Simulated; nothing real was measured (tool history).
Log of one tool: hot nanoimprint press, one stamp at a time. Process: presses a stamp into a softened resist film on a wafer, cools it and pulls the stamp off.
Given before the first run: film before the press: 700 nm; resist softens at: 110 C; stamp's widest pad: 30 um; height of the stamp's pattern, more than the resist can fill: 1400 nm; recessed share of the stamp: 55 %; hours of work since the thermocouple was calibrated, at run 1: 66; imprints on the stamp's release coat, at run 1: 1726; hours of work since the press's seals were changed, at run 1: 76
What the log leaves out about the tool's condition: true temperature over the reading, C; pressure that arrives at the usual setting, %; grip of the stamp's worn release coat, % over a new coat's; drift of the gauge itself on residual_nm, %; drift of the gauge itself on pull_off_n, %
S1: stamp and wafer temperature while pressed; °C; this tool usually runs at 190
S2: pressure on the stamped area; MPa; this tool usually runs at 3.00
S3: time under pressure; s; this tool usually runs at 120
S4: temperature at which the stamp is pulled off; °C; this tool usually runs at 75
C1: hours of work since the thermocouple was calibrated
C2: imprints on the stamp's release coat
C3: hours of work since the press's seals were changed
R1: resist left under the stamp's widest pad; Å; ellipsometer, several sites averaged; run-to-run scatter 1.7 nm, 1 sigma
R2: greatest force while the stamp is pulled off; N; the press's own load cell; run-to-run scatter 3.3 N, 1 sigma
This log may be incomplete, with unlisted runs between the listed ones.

| run | day | S1 | S2 | S3 | S4 | C1 | C2 | C3 | R1 | R2 |
|---|---|---|---|---|---|---|---|---|---|---|
| 1 | 0.000 | 190 | 3.00 | 120 | 75 | 66 | 1726 | 76 | 2783 | 251 |
| 2 | 0.258 | 190 | 3.00 | 120 | 75 | 69 | 1740 | 79 | 2748 | 243 |
| 3 | 0.504 | 190 | 3.00 | 120 | 75 | 72 | 1754 | 82 | 2778 | 256 |
| 4 | 0.867 | 190 | 3.00 | 120 | 75 | 76 | 1774 | 86 | 2784 | 240 |
| 5 | 1.121 | 190 | 3.00 | 120 | 75 | 79 | 1787 | 89 | 2754 | 238 |
| 6 | 1.488 | 190 | 3.00 | 120 | 75 | 83 | 1807 | 93 | 2754 | 246 |
|  | 2.017 | stamp cleaned and given a new release coat |
| 7 | 2.217 | 179 | 3.00 | 120 | 75 | 88 | 11 | 98 | 4567 | 159 |
| 8 | 2.492 | 179 | 3.00 | 120 | 75 | 91 | 26 | 101 | 4614 | 160 |
| 9 | 2.829 | 179 | 3.00 | 74 | 75 | 95 | 44 | 105 | 5135 | 161 |
| 10 | 3.096 | 179 | 3.00 | 74 | 75 | 98 | 59 | 108 | 5176 | 164 |
| 11 | 3.571 | 179 | 3.00 | 74 | 75 | 104 | 85 | 113 | 5245 | 165 |
| 12 | 3.929 | 190 | 4.30 | 120 | 75 | 108 | 104 | 117 | 2371 | 158 |
| 13 | 4.217 | 190 | 3.00 | 120 | 75 | 111 | 120 | 121 | 2795 | 168 |
| 14 | 4.525 | 190 | 3.00 | 120 | 75 | 114 | 136 | 124 | 2822 | 172 |
| 15 | 4.929 | 190 | 3.00 | 76 | 75 | 119 | 158 | 129 | 3370 | 168 |
| 16 | 5.150 | 190 | 3.00 | 76 | 67 | 121 | 170 | 131 | 3349 | 186 |
| 17 | 5.671 | 190 | 3.28 | 120 | 71 | 127 | 199 | 137 | 2710 | 185 |
| 18 | 6.038 | 190 | 3.00 | 109 | 83 | 131 | 218 | 141 | 2942 | 138 |
| 19 | 6.458 | 190 | 3.00 | 109 | 83 | 136 | 241 | 146 | 2927 | 148 |
| 20 | 6.888 | 190 | 3.00 | 109 | 83 | 141 | 265 | 150 | 2934 | 145 |
| 21 | 7.225 | 190 | 3.00 | 118 | 83 | 144 | 283 | 154 | 2830 | 148 |
| 22 | 7.708 | 190 | 3.00 | 118 | 83 | 150 | 309 | 160 | 2835 | 145 |
| 23 | 8.129 | 184 | 2.49 | 95 | 75 | 154 | 332 | 164 | 4333 | 174 |
| 24 | 8.554 | 184 | 2.49 | 91 | 75 | 159 | 355 | 169 | 4419 | 181 |
| 25 | 8.958 | 184 | 2.49 | 91 | 75 | 164 | 377 | 174 | 4389 | 167 |
| 26 | 9.225 | 184 | 2.49 | 91 | 75 | 167 | 392 | 177 | 4364 | 174 |
| 27 | 9.504 | 184 | 2.49 | 91 | 75 | 170 | 407 | 180 | 4393 | 179 |
| 28 | 9.829 | 184 | 2.49 | 91 | 75 | 173 | 424 | 183 | 4397 | 188 |
| 29 | 10.104 | 192 | 3.92 | 120 | 69 | 176 | 439 | 186 | 2271 | 208 |
| 30 | 10.346 | 190 | 3.00 | 87 | 74 | 179 | 452 | 189 | 3183 | 191 |

Predict each of these 4 candidate next runs independently; none follows another, all start after run 30:
| A | 10.592 | 190 | 3.30 | 105 | 74 | 182 | 466 | 192 | ? | ? |
| B | 10.592 | 190 | 2.50 | 136 | 75 | 182 | 466 | 192 | ? | ? |
| C | 10.592 | 202 | 3.00 | 112 | 63 | 182 | 466 | 192 | ? | ? |
| D | 10.592 | 201 | 3.07 | 120 | 72 | 182 | 466 | 192 | ? | ? |

| run | R1 | R2 |
|---|---|---|
| A | 2901 | 190 |
| B | 2898 | 177 |
| C | 1668 | 225 |
| D | 1661 | 193 |
What these runs would have given with no unlogged condition in the tool:
| run | R1 | R2 |
|---|---|---|
| A | 2762 | 165 |
| B | 2765 | 154 |
| C | 1592 | 195 |
| D | 1584 | 168 |
